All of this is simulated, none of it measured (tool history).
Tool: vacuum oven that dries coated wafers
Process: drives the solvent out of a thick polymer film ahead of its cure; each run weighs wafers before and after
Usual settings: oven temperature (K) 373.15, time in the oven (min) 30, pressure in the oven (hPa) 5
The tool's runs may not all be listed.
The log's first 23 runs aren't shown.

run,day,oven temperature (K),time in the oven (min),pressure in the oven (hPa),hours of work since the thermocouples were calibrated,hours of work since the vacuum gauge was cleaned of residue,solvent left in the film (%)
24,9.683,373.15,30,9.72,531,171,4.25
25,10.292,373.15,30,9.72,538,177,4.3
26,10.821,373.15,30,5.49,543,183,4.07
27,11.221,368.15,29,4.74,548,187,6.37
28,11.471,372.15,30,5,550,190,4.43
29,11.954,372.15,33,5,555,195,3.94
30,12.429,359.15,33,5.11,560,200,9.94
31,12.908,359.15,33,5.11,566,205,9.99
32,13.246,382.15,18,5.11,569,209,3.69
33,13.575,382.15,18,5.11,573,212,3.8
34,14.179,376.15,22,19.44,579,219,5.17
35,14.517,373.15,30,2.79,583,222,4.02
36,15.092,373.15,29,11.38,589,228,4.38
37,15.388,365.15,29,4.35,592,231,7.97
38,15.879,365.15,29,4.35,597,237,7.93
39,16.146,365.15,40,4.35,600,239,5.72
40,16.733,365.15,40,4.35,606,246,5.75
41,17.329,382.15,39,2.65,613,252,0.52
42,17.842,372.15,20,2.65,618,258,7.39
43,18.321,373.15,52,4.9,623,263,1.44
44,18.854,373.15,52,4.9,629,268,1.35
45,19.329,358.15,30,8.07,634,273,11.16
46,19.871,376.15,47,3.96,640,279,1.02
47,20.188,388.15,47,8.24,643,283,0.22

Forecast each of these 4 alternatives for the next run:
A,20.729,362.15,23,14.6,649,288,?
B,20.729,369.15,33,18.38,649,288,?
C,20.729,388.15,34,8.24,649,288,?
D,20.729,373.15,30,3.41,649,288,?

run,solvent left in the film (%)
A,11.09
B,5.55
C,0.3
D,4.13
Without the tool's hidden state the same runs would have given:
run,solvent left in the film (%)
A,11.11
B,5.58
C,0.3
D,4.15
